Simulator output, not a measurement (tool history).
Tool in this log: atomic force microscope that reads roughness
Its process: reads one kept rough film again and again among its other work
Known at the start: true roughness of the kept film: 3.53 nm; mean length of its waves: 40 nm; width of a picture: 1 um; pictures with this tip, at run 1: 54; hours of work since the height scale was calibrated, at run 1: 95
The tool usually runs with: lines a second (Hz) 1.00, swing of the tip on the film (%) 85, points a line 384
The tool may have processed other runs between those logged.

| run | hour | lines a second (Hz) | swing of the tip on the film (%) | points a line | pictures with this tip | hours of work since the height scale was calibrated | roughness of the kept film (nm (root mean square)) |
|---|---|---|---|---|---|---|---|
| 1 | 0.0 | 1.00 | 85 | 384 | 54 | 95 | 2.805 |
| 2 | 6.4 | 1.00 | 85 | 384 | 62 | 99 | 2.789 |
| 3 | 11.2 | 1.00 | 85 | 384 | 68 | 101 | 2.786 |
| 4 | 16.8 | 1.00 | 85 | 384 | 74 | 105 | 2.760 |
|  | 23.0 | new tip fitted |
| 5 | 25.0 | 1.00 | 77 | 384 | 3 | 109 | 3.033 |
| 6 | 32.8 | 1.90 | 85 | 384 | 12 | 114 | 2.660 |
| 7 | 38.3 | 1.90 | 85 | 384 | 19 | 117 | 2.619 |
| 8 | 46.5 | 1.90 | 85 | 384 | 29 | 122 | 2.584 |
| 9 | 51.8 | 1.90 | 85 | 384 | 35 | 125 | 2.589 |
| 10 | 59.9 | 1.90 | 85 | 384 | 45 | 130 | 2.568 |
| 11 | 69.6 | 1.90 | 85 | 384 | 57 | 135 | 2.519 |
| 12 | 78.7 | 1.00 | 76 | 384 | 68 | 141 | 2.875 |
| 13 | 85.3 | 1.00 | 76 | 384 | 76 | 145 | 2.845 |
|  | 90.5 | new tip fitted |
| 14 | 91.8 | 1.00 | 85 | 1021 | 2 | 148 | 2.958 |
| 15 | 102.6 | 1.00 | 85 | 1021 | 15 | 154 | 2.906 |
| 16 | 113.7 | 1.00 | 85 | 1021 | 29 | 161 | 2.883 |
| 17 | 120.7 | 1.00 | 85 | 1021 | 37 | 165 | 2.853 |
| 18 | 131.7 | 0.69 | 85 | 1021 | 50 | 171 | 2.926 |
| 19 | 138.5 | 0.69 | 85 | 1021 | 59 | 175 | 2.906 |
| 20 | 149.1 | 0.69 | 85 | 1021 | 71 | 182 | 2.860 |
|  | 157.8 | new tip fitted |
| 21 | 160.3 | 1.00 | 85 | 384 | 3 | 188 | 2.940 |
| 22 | 168.9 | 1.00 | 85 | 384 | 14 | 193 | 2.890 |
| 23 | 177.0 | 1.00 | 85 | 384 | 24 | 198 | 2.889 |
| 24 | 186.0 | 1.00 | 85 | 384 | 35 | 203 | 2.856 |
| 25 | 197.4 | 1.00 | 85 | 384 | 48 | 210 | 2.809 |
| 26 | 208.6 | 1.00 | 85 | 384 | 62 | 216 | 2.770 |
| 27 | 214.7 | 1.95 | 85 | 384 | 69 | 220 | 2.477 |
| 28 | 223.5 | 1.00 | 85 | 534 | 80 | 225 | 2.728 |
|  | 224.7 | new tip fitted |
| 29 | 232.3 | 1.00 | 76 | 875 | 9 | 230 | 3.059 |
| 30 | 237.9 | 1.00 | 76 | 875 | 16 | 233 | 3.027 |
| 31 | 244.2 | 0.84 | 73 | 316 | 24 | 237 | 3.060 |
| 32 | 253.7 | 2.57 | 58 | 316 | 35 | 242 | 2.967 |
| 33 | 258.8 | 0.73 | 77 | 316 | 41 | 245 | 2.968 |
| 34 | 268.5 | 0.95 | 56 | 384 | 53 | 251 | 3.059 |
| 35 | 273.3 | 0.95 | 56 | 384 | 59 | 254 | 3.069 |
| 36 | 281.2 | 0.82 | 90 | 349 | 68 | 258 | 2.753 |
| 37 | 290.9 | 0.52 | 80 | 416 | 80 | 264 | 2.918 |
|  | 291.9 | new tip fitted |
| 38 | 302.4 | 0.51 | 75 | 384 | 12 | 271 | 3.150 |
| 39 | 310.0 | 1.81 | 75 | 364 | 22 | 275 | 2.856 |
| 40 | 314.6 | 1.81 | 75 | 364 | 27 | 278 | 2.869 |
| 41 | 325.4 | 0.73 | 58 | 679 | 40 | 284 | 3.158 |
| 42 | 331.3 | 1.91 | 58 | 679 | 48 | 287 | 3.033 |
| 43 | 337.9 | 2.93 | 72 | 1012 | 56 | 291 | 2.666 |
| 44 | 347.7 | 2.93 | 72 | 1012 | 67 | 297 | 2.650 |
|  | 359.1 | new tip fitted |
| 45 | 359.5 | 3.46 | 72 | 1012 | 0 | 304 | 2.720 |
| 46 | 366.7 | 0.80 | 72 | 284 | 9 | 308 | 3.113 |
| 47 | 376.7 | 0.80 | 72 | 284 | 21 | 314 | 3.089 |
| 48 | 386.0 | 2.47 | 73 | 277 | 32 | 319 | 2.756 |
| 49 | 397.4 | 2.47 | 73 | 354 | 46 | 326 | 2.709 |
| 50 | 402.5 | 2.47 | 73 | 354 | 52 | 329 | 2.696 |
| 51 | 410.4 | 0.62 | 87 | 320 | 62 | 333 | 2.875 |
| 52 | 421.0 | 0.62 | 61 | 390 | 75 | 340 | 3.033 |
|  | 427.1 | new tip fitted |
| 53 | 428.4 | 0.90 | 87 | 646 | 2 | 344 | 2.949 |

Consider 4 possible next runs. They are alternatives, not a sequence: every one starts from the tool as it was left by run 53. What does each give?
| A | 435.9 | 0.90 | 84 | 954 | 11 | 348 | ? |
| B | 435.9 | 2.98 | 85 | 490 | 11 | 348 | ? |
| C | 435.9 | 0.90 | 87 | 722 | 11 | 348 | ? |
| D | 435.9 | 1.73 | 85 | 384 | 11 | 348 | ? |

| run | roughness of the kept film (nm (root mean square)) |
|---|---|
| A | 2.996 |
| B | 2.387 |
| C | 2.919 |
| D | 2.695 |
Had the tool no hidden state, the same runs would have come out as:
| run | roughness of the kept film (nm (root mean square)) |
|---|---|
| A | 3.027 |
| B | 2.412 |
| C | 2.950 |
| D | 2.724 |

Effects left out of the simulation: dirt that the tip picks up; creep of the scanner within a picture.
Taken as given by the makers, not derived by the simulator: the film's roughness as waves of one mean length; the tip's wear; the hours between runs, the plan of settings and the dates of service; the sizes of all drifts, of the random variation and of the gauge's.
